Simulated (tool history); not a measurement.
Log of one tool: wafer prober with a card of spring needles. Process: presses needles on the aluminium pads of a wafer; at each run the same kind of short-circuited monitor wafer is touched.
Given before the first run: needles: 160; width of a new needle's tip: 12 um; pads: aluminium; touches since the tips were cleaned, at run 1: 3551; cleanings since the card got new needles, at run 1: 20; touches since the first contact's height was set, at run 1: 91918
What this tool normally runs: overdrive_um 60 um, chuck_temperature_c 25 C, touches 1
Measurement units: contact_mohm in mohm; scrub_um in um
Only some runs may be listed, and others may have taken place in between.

run,hour,overdrive_um,chuck_temperature_c,touches,touches since the tips were cleaned,cleanings since the card got new needles,touches since the first contact's height was set,contact_mohm,scrub_um
1,0,60,25,1,3551,20,91918,141,11.23
# hour 2.7: tips cleaned on abrasive film
# hour 16.2: tips cleaned on abrasive film
2,20.9,60,25,2,1501,22,98555,138,11.23
# hour 29.4: tips cleaned on abrasive film
3,32.8,60,28,1,1099,23,102339,141,11.18
# hour 42.6: tips cleaned on abrasive film
4,49.3,60,28,1,2158,24,107597,138,11.22
# hour 56.9: tips cleaned on abrasive film
5,62.7,60,28,1,1869,25,111882,139,11.22
# hour 70.4: tips cleaned on abrasive film
6,74.6,60,28,1,1363,26,115659,139,11.21
# hour 83.4: tips cleaned on abrasive film
# hour 97.3: tips cleaned on abrasive film
7,97.3,54,28,1,0,28,122875,142,10.07
# hour 111.5: tips cleaned on abrasive film
8,112.7,54,28,1,357,29,127766,141,10.11
# hour 124.7: tips cleaned on abrasive film
9,124.7,60,39,1,0,30,131590,145,11.22
# hour 137.6: tips cleaned on abrasive film
# hour 152: tips cleaned on abrasive film
10,152.7,60,25,1,204,32,140504,137,11.2
# hour 165: tips cleaned on abrasive film
11,176,60,25,1,3526,33,147943,141,11.19
# hour 178.1: tips cleaned on abrasive film
# hour 192.6: tips cleaned on abrasive film
12,193.6,60,25,1,305,35,153531,139,11.22
# hour 205.6: tips cleaned on abrasive film
13,212.7,60,25,1,2279,36,159621,139,11.2
# hour 219.3: tips cleaned on abrasive film
14,225.1,51,96,1,1883,37,163593,156,9.53
# hour 233.4: tips cleaned on abrasive film
15,245.2,43,25,3,3782,38,169992,145,8.03
# hour 247.9: tips cleaned on abrasive film
# hour 260.7: tips cleaned on abrasive film
16,272.1,76,38,2,3636,40,178547,140,14.19
# hour 274.3: tips cleaned on abrasive film
# hour 287.3: tips cleaned on abrasive film
# hour 287.6: height of the first contact set anew
17,287.6,76,38,2,0,42,0,141,14.21
# hour 300.7: tips cleaned on abrasive film
18,301.7,76,104,2,323,43,4470,152,14.2
# hour 313.6: tips cleaned on abrasive film
19,323.8,76,104,2,3291,44,11543,153,14.23
# hour 327.9: tips cleaned on abrasive film
20,339.5,42,25,1,3716,45,16538,144,7.87
# hour 341.2: tips cleaned on abrasive film
# hour 355.4: tips cleaned on abrasive film
21,358.6,50,52,2,1019,47,22594,145,9.34
# hour 369.2: tips cleaned on abrasive film
# hour 382.6: tips cleaned on abrasive film
22,386.1,50,52,2,1105,49,31344,144,9.32
# hour 395.7: tips cleaned on abrasive film
# hour 409.3: tips cleaned on abrasive film
23,414.1,73,32,2,1537,51,40271,139,13.66
# hour 422.5: tips cleaned on abrasive film
# hour 435.5: tips cleaned on abrasive film
24,440.9,73,32,1,1742,53,48824,140,13.64

Each row is a separate what-if for the run after 24, all from the same tool condition, not one after another. Results?
# hour 449.4: tips cleaned on abrasive film
A,460.7,46,51,1,3611,54,55115,?,?
# hour 449.4: tips cleaned on abrasive film
B,460.7,73,48,1,3611,54,55115,?,?
# hour 449.4: tips cleaned on abrasive film
C,460.7,73,98,1,3611,54,55115,?,?
# hour 449.4: tips cleaned on abrasive film
D,460.7,65,34,3,3611,54,55115,?,?

run,contact_mohm,scrub_um
A,147,8.6
B,142,13.64
C,152,13.67
D,139,12.16
Without the tool's unlogged condition, the same runs would have read:
run,contact_mohm,scrub_um
A,146,8.6
B,142,13.64
C,152,13.67
D,139,12.16
